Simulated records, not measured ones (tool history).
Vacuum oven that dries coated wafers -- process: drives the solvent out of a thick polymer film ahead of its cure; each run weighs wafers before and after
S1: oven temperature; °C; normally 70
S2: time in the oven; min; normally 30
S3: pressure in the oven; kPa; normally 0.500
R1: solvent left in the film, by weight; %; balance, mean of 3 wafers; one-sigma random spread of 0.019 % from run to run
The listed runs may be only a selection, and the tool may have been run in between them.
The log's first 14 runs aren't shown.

run    hour  S1  S2     S3     R1
 15   695.2  70  30  0.856   4.17
 16   759.9  70  30  0.500   4.02
 17   836.0  70  30  0.500   4.05
 18   886.3  70  24  0.500   5.41
 19   925.6  70  30  0.500   4.05
 20   984.3  70  30  0.500   4.06
 21  1032.2  70  30  0.500   4.03
 22  1068.3  58  31  0.500   7.68
     1112.7  -- oven's thermocouples calibrated
 23  1125.2  75  31  0.500   2.59
 24  1191.0  70  43  0.500   2.17
 25  1251.2  70  43  0.500   2.18
 26  1289.0  62  22  0.787   8.68
 27  1345.6  70  30  0.488   4.08
 28  1411.0  70  30  0.488   4.06
 29  1451.8  78  24  0.548   3.19
 30  1486.8  78  24  0.548   3.18
 31  1534.1  64  24  0.261   7.29
 32  1582.3  70  47  0.559   1.81
 33  1656.6  70  42  0.365   2.25
 34  1733.8  59  23  0.554   9.25
     1760.4  -- vacuum gauge cleaned of residue and calibrated
 35  1772.9  59  23  0.554   9.29
 36  1832.7  56  18  0.256  11.44

Estimate the outcome of run 37 from the log above:
 37  1908.4  56  18  0.256   ?

R1: 11.48 %
Were there no unlogged condition in the tool, this run, its random variation unchanged, would have produced R1 11.48 %.
